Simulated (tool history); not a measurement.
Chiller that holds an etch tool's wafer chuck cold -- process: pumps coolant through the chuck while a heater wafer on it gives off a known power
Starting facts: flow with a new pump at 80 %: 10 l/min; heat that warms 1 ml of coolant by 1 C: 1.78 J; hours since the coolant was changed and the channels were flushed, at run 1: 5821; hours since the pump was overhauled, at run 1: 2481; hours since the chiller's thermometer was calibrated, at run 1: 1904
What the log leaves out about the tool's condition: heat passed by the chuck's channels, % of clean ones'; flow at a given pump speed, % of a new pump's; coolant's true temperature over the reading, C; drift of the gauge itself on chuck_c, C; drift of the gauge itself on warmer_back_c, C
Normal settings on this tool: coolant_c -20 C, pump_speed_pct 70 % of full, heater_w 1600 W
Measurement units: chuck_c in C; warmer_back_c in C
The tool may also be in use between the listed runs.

run	hour	coolant_c	pump_speed_pct	heater_w	hours since the coolant was changed and the channels were flushed	hours since the pump was overhauled	hours since the chiller's thermometer was calibrated	chuck_c	warmer_back_c
1	0	-20	70	1600	5821	2481	1904	-3.9	6.38
2	98.6	-20	70	1600	5920	2579	2002	-4.1	6.44
3	225.7	-20	70	1600	6047	2707	2130	-4	6.36
4	338.2	-20	70	1600	6160	2819	2242	-3.9	6.37
5	491	-20	70	1600	6312	2972	2395	-3.8	6.47
6	594.9	-20	70	1600	6416	3076	2499	-3.8	6.37
# hour 667.2: coolant changed, channels flushed
7	724	-20	70	1600	57	3199	2622	-5.7	6.46
8	790.8	-20	66	1600	124	3266	2689	-5	6.91
9	913.3	-20	70	1600	246	3388	2811	-5.7	6.44
10	1055.2	-20	70	1600	388	3530	2953	-5.7	6.45
# hour 1067.9: coolant pump overhauled
11	1161.7	-20	70	1600	489	94	3055	-5.4	6.58
12	1262.8	-20	70	1600	591	195	3156	-5.3	6.58
# hour 1410.7: coolant pump overhauled, once more
13	1410.7	-20	70	1600	733	0	3299	-6.1	6.25
# hour 1518.4: chiller's thermometer calibrated
14	1542.2	-20	70	1600	864	131	24	-5.7	6.21
15	1650.4	-16	98	2225	972	239	132	-0.2	6.07
16	1783.9	-10	75	1287	1106	372	266	1.1	4.62
17	1940.7	-25	75	1287	1262	529	422	-13.9	4.62
18	2104.9	-12	93	2104	1427	693	587	3.7	6.07
19	2215.6	-12	93	2104	1537	804	697	3.7	6.09
20	2351	-26	88	1758	1673	939	833	-12.5	5.42
21	2434.5	-26	88	1758	1756	1023	916	-12.4	5.43
22	2528.3	-11	70	1076	1850	1117	1010	-1	4.18
23	2606.1	-15	63	1073	1928	1194	1088	-4.5	4.72
24	2754	-15	63	1073	2076	1342	1236	-4.3	4.75
25	2828.6	-13	70	912	2150	1417	1310	-4.8	3.59
26	2947.4	-13	70	912	2269	1536	1429	-4.5	3.63
27	3093.6	-22	70	912	2415	1682	1575	-13.6	3.57
28	3238.5	-20	70	2055	2560	1827	1720	-1	8.17

Here are 3 independent what-if runs from the current tool condition. What would each one return?
A	3362.3	-20	70	2055	2684	1951	1844	?	?
B	3362.3	-14	70	1014	2684	1951	1844	?	?
C	3362.3	-26	61	964	2684	1951	1844	?	?

run	chuck_c	warmer_back_c
A	-0.7	8.17
B	-4.5	4.01
C	-16.2	4.47
What these runs would have given with no unlogged condition in the tool:
run	chuck_c	warmer_back_c
A	-1.8	7.98
B	-5	3.91
C	-16.7	4.36

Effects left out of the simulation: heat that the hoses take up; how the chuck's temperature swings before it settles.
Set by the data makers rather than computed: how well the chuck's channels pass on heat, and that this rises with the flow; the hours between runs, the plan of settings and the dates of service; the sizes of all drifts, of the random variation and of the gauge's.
